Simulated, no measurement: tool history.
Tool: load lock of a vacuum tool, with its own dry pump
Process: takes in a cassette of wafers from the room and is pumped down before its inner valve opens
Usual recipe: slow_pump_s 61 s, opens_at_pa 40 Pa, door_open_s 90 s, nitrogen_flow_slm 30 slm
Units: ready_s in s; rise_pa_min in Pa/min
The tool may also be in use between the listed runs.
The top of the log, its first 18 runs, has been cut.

| run | hour | slow_pump_s | opens_at_pa | door_open_s | nitrogen_flow_slm | incoming humidity of the room's air, % | ready_s | rise_pa_min |
|---|---|---|---|---|---|---|---|---|
| 19 | 7260.3 | 61 | 35 | 45 | 19 | 44.5 | 91.7 | 0.017 |
| 20 | 7785.0 | 110 | 62 | 50 | 21 | 46.6 | 126.8 | 0.015 |
| 21 | 8155.7 | 34 | 40 | 90 | 30 | 44.1 | 68.2 | 0.017 |
| 22 | 8626.6 | 61 | 40 | 90 | 5 | 42.6 | 89.8 | 0.042 |
| 23 | 9078.4 | 61 | 40 | 90 | 5 | 46.4 | 90.6 | 0.047 |
| 24 | 9398.9 | 61 | 60 | 42 | 44 | 43.9 | 88.5 | 0.009 |
| 25 | 9906.3 | 61 | 60 | 42 | 44 | 43.4 | 87.9 | 0.013 |
| 26 | 10342.4 | 61 | 60 | 42 | 44 | 46.0 | 88.2 | 0.008 |
| 27 | 10856.3 | 114 | 40 | 90 | 30 | 44.6 | 132.0 | 0.025 |
| 28 | 11280.3 | 114 | 40 | 174 | 14 | 45.5 | 133.7 | 0.045 |
|  | 11598.0 | dry pump taken out, an overhauled one fitted |
| 29 | 11683.5 | 114 | 40 | 174 | 14 | 46.3 | 133.4 | 0.051 |
| 30 | 11913.1 | 61 | 40 | 90 | 5 | 50.0 | 89.3 | 0.051 |
| 31 | 12220.7 | 61 | 40 | 90 | 5 | 41.6 | 90.1 | 0.038 |
| 32 | 12734.5 | 61 | 40 | 36 | 32 | 42.3 | 89.7 | 0.005 |
| 33 | 13186.3 | 61 | 40 | 90 | 35 | 45.7 | 90.1 | 0.014 |
| 34 | 13672.7 | 61 | 43 | 90 | 30 | 43.3 | 89.2 | 0.014 |
| 35 | 14055.9 | 61 | 65 | 90 | 30 | 44.6 | 87.0 | 0.015 |
| 36 | 14521.2 | 61 | 40 | 180 | 30 | 42.7 | 89.0 | 0.030 |

Branching from run 36: 5 alternative next runs. What would each branch give?
| A | 14914.5 | 61 | 40 | 31 | 30 | 46.6 | ? | ? |
| B | 14914.5 | 61 | 40 | 90 | 6 | 42.9 | ? | ? |
| C | 14914.5 | 61 | 40 | 180 | 10 | 44.7 | ? | ? |
| D | 14914.5 | 61 | 43 | 26 | 30 | 42.7 | ? | ? |
| E | 14914.5 | 61 | 47 | 63 | 30 | 45.2 | ? | ? |

| run | ready_s | rise_pa_min |
|---|---|---|
| A | 90.1 | 0.011 |
| B | 89.3 | 0.041 |
| C | 89.8 | 0.055 |
| D | 87.8 | 0.006 |
| E | 88.8 | 0.012 |
What these runs would have given with no unlogged condition in the tool:
| run | ready_s | rise_pa_min |
|---|---|---|
| A | 90.1 | 0.011 |
| B | 89.2 | 0.040 |
| C | 89.8 | 0.055 |
| D | 87.8 | 0.006 |
| E | 88.8 | 0.012 |
